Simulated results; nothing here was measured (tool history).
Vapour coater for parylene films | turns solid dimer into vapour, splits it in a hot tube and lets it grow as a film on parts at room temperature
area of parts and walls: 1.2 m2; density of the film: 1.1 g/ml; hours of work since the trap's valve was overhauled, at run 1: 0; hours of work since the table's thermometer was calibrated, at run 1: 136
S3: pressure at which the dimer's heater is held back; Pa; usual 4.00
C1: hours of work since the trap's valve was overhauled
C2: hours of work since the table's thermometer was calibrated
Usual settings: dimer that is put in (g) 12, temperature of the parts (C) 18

run 1 day=0.000 | dimer_that_is_put_in_(g)=12 temperature_of_the_parts_(C)=18 S3=4.00 | C1=0 C2=136 | thickness_of_the_film_(nm)=4800
run 2 day=1.658 | dimer_that_is_put_in_(g)=12 temperature_of_the_parts_(C)=18 S3=5.90 | C1=33 C2=169 | thickness_of_the_film_(nm)=4210
run 3 day=2.542 | dimer_that_is_put_in_(g)=12 temperature_of_the_parts_(C)=18 S3=5.90 | C1=51 C2=187 | thickness_of_the_film_(nm)=4240
run 4 day=4.092 | dimer_that_is_put_in_(g)=12 temperature_of_the_parts_(C)=18 S3=5.90 | C1=83 C2=218 | thickness_of_the_film_(nm)=4170
run 5 day=5.254 | dimer_that_is_put_in_(g)=12 temperature_of_the_parts_(C)=18 S3=4.00 | C1=106 C2=242 | thickness_of_the_film_(nm)=4420
run 6 day=6.042 | dimer_that_is_put_in_(g)=12 temperature_of_the_parts_(C)=18 S3=6.87 | C1=122 C2=258 | thickness_of_the_film_(nm)=3930
run 7 day=7.096 | dimer_that_is_put_in_(g)=12 temperature_of_the_parts_(C)=18 S3=6.87 | C1=143 C2=279 | thickness_of_the_film_(nm)=3830
run 8 day=8.142 | dimer_that_is_put_in_(g)=12 temperature_of_the_parts_(C)=18 S3=6.87 | C1=164 C2=300 | thickness_of_the_film_(nm)=3790
run 9 day=8.912 | dimer_that_is_put_in_(g)=18 temperature_of_the_parts_(C)=18 S3=6.87 | C1=180 C2=315 | thickness_of_the_film_(nm)=5680
run 10 day=10.350 | dimer_that_is_put_in_(g)=18 temperature_of_the_parts_(C)=18 S3=6.87 | C1=209 C2=344 | thickness_of_the_film_(nm)=5660
run 11 day=11.396 | dimer_that_is_put_in_(g)=18 temperature_of_the_parts_(C)=18 S3=6.87 | C1=230 C2=366 | thickness_of_the_film_(nm)=5470
run 12 day=12.429 | dimer_that_is_put_in_(g)=12 temperature_of_the_parts_(C)=18 S3=4.00 | C1=251 C2=386 | thickness_of_the_film_(nm)=4100
-- day=12.842 trap's valve overhauled
run 13 day=14.283 | dimer_that_is_put_in_(g)=12 temperature_of_the_parts_(C)=18 S3=4.00 | C1=29 C2=420 | thickness_of_the_film_(nm)=4590
run 14 day=15.504 | dimer_that_is_put_in_(g)=12 temperature_of_the_parts_(C)=18 S3=4.00 | C1=54 C2=445 | thickness_of_the_film_(nm)=4500
run 15 day=16.646 | dimer_that_is_put_in_(g)=12 temperature_of_the_parts_(C)=18 S3=4.00 | C1=77 C2=468 | thickness_of_the_film_(nm)=4500
run 16 day=17.458 | dimer_that_is_put_in_(g)=12 temperature_of_the_parts_(C)=18 S3=4.00 | C1=93 C2=485 | thickness_of_the_film_(nm)=4560
run 17 day=18.425 | dimer_that_is_put_in_(g)=12 temperature_of_the_parts_(C)=18 S3=4.00 | C1=113 C2=504 | thickness_of_the_film_(nm)=4480
run 18 day=19.567 | dimer_that_is_put_in_(g)=12 temperature_of_the_parts_(C)=18 S3=4.00 | C1=136 C2=527 | thickness_of_the_film_(nm)=4410
run 19 day=20.850 | dimer_that_is_put_in_(g)=12 temperature_of_the_parts_(C)=18 S3=11.26 | C1=162 C2=553 | thickness_of_the_film_(nm)=3370
run 20 day=22.533 | dimer_that_is_put_in_(g)=12 temperature_of_the_parts_(C)=18 S3=2.57 | C1=196 C2=587 | thickness_of_the_film_(nm)=4690
run 21 day=23.304 | dimer_that_is_put_in_(g)=12 temperature_of_the_parts_(C)=26 S3=2.57 | C1=211 C2=603 | thickness_of_the_film_(nm)=3830
run 22 day=24.288 | dimer_that_is_put_in_(g)=12 temperature_of_the_parts_(C)=10 S3=2.24 | C1=231 C2=622 | thickness_of_the_film_(nm)=5650
run 23 day=25.254 | dimer_that_is_put_in_(g)=10 temperature_of_the_parts_(C)=15 S3=4.00 | C1=251 C2=642 | thickness_of_the_film_(nm)=3630
-- day=25.696 trap's valve overhauled
run 24 day=26.254 | dimer_that_is_put_in_(g)=10 temperature_of_the_parts_(C)=15 S3=4.00 | C1=11 C2=659 | thickness_of_the_film_(nm)=4100
run 25 day=27.492 | dimer_that_is_put_in_(g)=16 temperature_of_the_parts_(C)=15 S3=2.72 | C1=36 C2=684 | thickness_of_the_film_(nm)=7130
run 26 day=28.783 | dimer_that_is_put_in_(g)=14 temperature_of_the_parts_(C)=11 S3=2.08 | C1=62 C2=710 | thickness_of_the_film_(nm)=7040
run 27 day=29.900 | dimer_that_is_put_in_(g)=13 temperature_of_the_parts_(C)=25 S3=8.97 | C1=85 C2=732 | thickness_of_the_film_(nm)=3460
run 28 day=31.029 | dimer_that_is_put_in_(g)=6 temperature_of_the_parts_(C)=12 S3=6.03 | C1=108 C2=755 | thickness_of_the_film_(nm)=2290
run 29 day=31.883 | dimer_that_is_put_in_(g)=6 temperature_of_the_parts_(C)=24 S3=4.62 | C1=125 C2=772 | thickness_of_the_film_(nm)=1790
run 30 day=33.417 | dimer_that_is_put_in_(g)=6 temperature_of_the_parts_(C)=24 S3=4.62 | C1=156 C2=803 | thickness_of_the_film_(nm)=1770
run 31 day=35.050 | dimer_that_is_put_in_(g)=16 temperature_of_the_parts_(C)=13 S3=4.00 | C1=189 C2=836 | thickness_of_the_film_(nm)=6120
run 32 day=36.796 | dimer_that_is_put_in_(g)=21 temperature_of_the_parts_(C)=21 S3=8.67 | C1=224 C2=872 | thickness_of_the_film_(nm)=5630
run 33 day=38.071 | dimer_that_is_put_in_(g)=17 temperature_of_the_parts_(C)=29 S3=3.01 | C1=250 C2=897 | thickness_of_the_film_(nm)=4660
-- day=38.588 trap's valve overhauled
run 34 day=39.954 | dimer_that_is_put_in_(g)=12 temperature_of_the_parts_(C)=16 S3=9.43 | C1=28 C2=932 | thickness_of_the_film_(nm)=3880
run 35 day=40.908 | dimer_that_is_put_in_(g)=12 temperature_of_the_parts_(C)=16 S3=9.43 | C1=47 C2=951 | thickness_of_the_film_(nm)=3890
-- day=41.617 table's thermometer calibrated
run 36 day=41.700 | dimer_that_is_put_in_(g)=7 temperature_of_the_parts_(C)=17 S3=7.36 | C1=62 C2=2 | thickness_of_the_film_(nm)=2400
run 37 day=43.208 | dimer_that_is_put_in_(g)=7 temperature_of_the_parts_(C)=17 S3=7.36 | C1=92 C2=32 | thickness_of_the_film_(nm)=2310
run 38 day=44.683 | dimer_that_is_put_in_(g)=7 temperature_of_the_parts_(C)=10 S3=4.00 | C1=122 C2=62 | thickness_of_the_film_(nm)=3110
run 39 day=45.896 | dimer_that_is_put_in_(g)=7 temperature_of_the_parts_(C)=10 S3=4.00 | C1=147 C2=86 | thickness_of_the_film_(nm)=3040
run 40 day=47.596 | dimer_that_is_put_in_(g)=7 temperature_of_the_parts_(C)=13 S3=4.50 | C1=181 C2=121 | thickness_of_the_film_(nm)=2740
run 41 day=48.904 | dimer_that_is_put_in_(g)=17 temperature_of_the_parts_(C)=23 S3=6.16 | C1=207 C2=147 | thickness_of_the_film_(nm)=4940

The same runs without the tool's hidden state, with the same run-to-run variation:
The hidden state here: vapour lost through the trap's worn valve, %; true temperature of the parts over the reading, C; drift of the gauge itself on film_um, %.
run=1 thickness_of_the_film_(nm)=4820
run=2 thickness_of_the_film_(nm)=4310
run=3 thickness_of_the_film_(nm)=4380
run=4 thickness_of_the_film_(nm)=4380
run=5 thickness_of_the_film_(nm)=4700
run=6 thickness_of_the_film_(nm)=4230
run=7 thickness_of_the_film_(nm)=4170
run=8 thickness_of_the_film_(nm)=4170
run=9 thickness_of_the_film_(nm)=6320
run=10 thickness_of_the_film_(nm)=6420
run=11 thickness_of_the_film_(nm)=6300
run=12 thickness_of_the_film_(nm)=4780
run=13 thickness_of_the_film_(nm)=4720
run=14 thickness_of_the_film_(nm)=4700
run=15 thickness_of_the_film_(nm)=4760
run=16 thickness_of_the_film_(nm)=4860
run=17 thickness_of_the_film_(nm)=4830
run=18 thickness_of_the_film_(nm)=4830
run=19 thickness_of_the_film_(nm)=3740
run=20 thickness_of_the_film_(nm)=5300
run=21 thickness_of_the_film_(nm)=4370
run=22 thickness_of_the_film_(nm)=6530
run=23 thickness_of_the_film_(nm)=4250
run=24 thickness_of_the_film_(nm)=4220
run=25 thickness_of_the_film_(nm)=7460
run=26 thickness_of_the_film_(nm)=7470
run=27 thickness_of_the_film_(nm)=3720
run=28 thickness_of_the_film_(nm)=2500
run=29 thickness_of_the_film_(nm)=1970
run=30 thickness_of_the_film_(nm)=1980
run=31 thickness_of_the_film_(nm)=6960
run=32 thickness_of_the_film_(nm)=6560
run=33 thickness_of_the_film_(nm)=5510
run=34 thickness_of_the_film_(nm)=4050
run=35 thickness_of_the_film_(nm)=4110
run=36 thickness_of_the_film_(nm)=2480
run=37 thickness_of_the_film_(nm)=2440
run=38 thickness_of_the_film_(nm)=3330
run=39 thickness_of_the_film_(nm)=3300
run=40 thickness_of_the_film_(nm)=3040
run=41 thickness_of_the_film_(nm)=5560
